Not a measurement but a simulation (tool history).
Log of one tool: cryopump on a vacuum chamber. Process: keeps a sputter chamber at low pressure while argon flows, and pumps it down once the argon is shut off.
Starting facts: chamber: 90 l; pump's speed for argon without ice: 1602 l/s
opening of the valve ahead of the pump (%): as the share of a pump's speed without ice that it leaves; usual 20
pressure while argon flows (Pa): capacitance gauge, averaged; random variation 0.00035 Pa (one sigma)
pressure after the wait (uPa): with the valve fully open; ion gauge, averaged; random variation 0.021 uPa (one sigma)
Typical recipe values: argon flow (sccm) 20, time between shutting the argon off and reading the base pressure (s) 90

| run | hour | argon flow (sccm) | time between shutting the argon off and reading the base pressure (s) | opening of the valve ahead of the pump (%) | pressure while argon flows (Pa) | pressure after the wait (uPa) |
|---|---|---|---|---|---|---|
| 1 | 0.0 | 20 | 90 | 20 | 0.1064 | 1.01 |
| 2 | 81.8 | 20 | 90 | 20 | 0.1068 | 1.05 |
| 3 | 152.1 | 33 | 90 | 20 | 0.1759 | 1.09 |
| 4 | 224.2 | 33 | 90 | 20 | 0.1758 | 1.08 |
| 5 | 295.7 | 20 | 90 | 20 | 0.1076 | 1.08 |
| 6 | 341.5 | 20 | 90 | 20 | 0.1069 | 1.11 |
| 7 | 390.7 | 20 | 90 | 46 | 0.0476 | 1.22 |
| 8 | 463.5 | 20 | 90 | 46 | 0.0477 | 1.18 |
| 9 | 535.2 | 20 | 284 | 46 | 0.0474 | 1.04 |
| 10 | 604.4 | 20 | 284 | 55 | 0.0405 | 1.13 |
| 11 | 666.8 | 20 | 90 | 20 | 0.1081 | 1.28 |
| 12 | 741.0 | 20 | 90 | 20 | 0.1078 | 1.30 |
| 13 | 824.1 | 20 | 90 | 20 | 0.1081 | 1.37 |
| 14 | 862.6 | 20 | 90 | 20 | 0.1084 | 1.31 |
| 15 | 925.2 | 20 | 90 | 20 | 0.1085 | 1.30 |
| 16 | 1001.2 | 20 | 90 | 20 | 0.1085 | 1.43 |
| 17 | 1040.8 | 20 | 90 | 20 | 0.1088 | 1.39 |
| 18 | 1126.3 | 20 | 90 | 20 | 0.1093 | 1.47 |
| 19 | 1166.8 | 21 | 45 | 20 | 0.1146 | 1.72 |
| 20 | 1202.6 | 21 | 55 | 20 | 0.1142 | 1.67 |
| 21 | 1265.2 | 11 | 55 | 19 | 0.0632 | 1.67 |
| 22 | 1314.6 | 11 | 55 | 19 | 0.0631 | 1.67 |
| 23 | 1383.6 | 19 | 148 | 45 | 0.0478 | 1.47 |
| 24 | 1455.0 | 28 | 79 | 16 | 0.1906 | 1.63 |

Run 25 is up next; what results do you expect?
|  | 1478.6 | pump warmed up, emptied and cooled again |
| 25 | 1527.2 | 20 | 79 | 26 | ? | ? |

pressure while argon flows (Pa): 0.0814
pressure after the wait (uPa): 1.39
Without the tool's hidden state the same run would have given pressure while argon flows (Pa) 0.0809, pressure after the wait (uPa) 0.42.

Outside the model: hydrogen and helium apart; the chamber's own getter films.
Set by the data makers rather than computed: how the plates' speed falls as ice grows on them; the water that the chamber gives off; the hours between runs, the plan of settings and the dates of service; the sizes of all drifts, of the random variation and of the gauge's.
